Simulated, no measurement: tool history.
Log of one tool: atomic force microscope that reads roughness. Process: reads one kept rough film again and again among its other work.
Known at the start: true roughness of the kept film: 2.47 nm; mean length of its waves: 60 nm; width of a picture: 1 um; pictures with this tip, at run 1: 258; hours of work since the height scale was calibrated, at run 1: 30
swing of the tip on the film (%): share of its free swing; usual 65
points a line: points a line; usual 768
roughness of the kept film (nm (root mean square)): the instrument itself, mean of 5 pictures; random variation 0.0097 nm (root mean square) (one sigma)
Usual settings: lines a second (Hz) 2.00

run	hour	lines a second (Hz)	swing of the tip on the film (%)	points a line	pictures with this tip	hours of work since the height scale was calibrated	roughness of the kept film (nm (root mean square))
1	0.0	2.00	65	768	258	30	2.188
# hour 10.2: new tip fitted
2	38.8	2.00	65	768	58	53	2.202
3	76.6	2.00	86	768	135	76	1.861
4	129.6	2.00	86	768	243	108	1.868
# hour 148.0: new tip fitted
5	166.9	2.00	86	768	38	130	1.880
6	211.0	2.00	65	768	128	156	2.203
7	239.0	3.21	65	768	185	173	2.074
# hour 286.7: new tip fitted
8	295.9	2.00	76	921	19	207	2.049
9	345.2	2.84	56	258	119	236	2.223
10	369.9	0.56	89	386	169	251	2.204
11	413.5	0.56	89	386	258	277	2.194
# hour 423.9: new tip fitted
12	456.7	1.31	66	504	66	303	2.227

3 ways to go on from here, each from the tool as it stands after run 12. What would each give?
A	490.1	1.54	66	426	134	323	?
B	490.1	1.47	76	978	134	323	?
C	490.1	2.00	87	768	134	323	?

run	roughness of the kept film (nm (root mean square))
A	2.239
B	2.124
C	1.843
Without the tool's hidden state the same runs would have given:
run	roughness of the kept film (nm (root mean square))
A	2.243
B	2.128
C	1.846
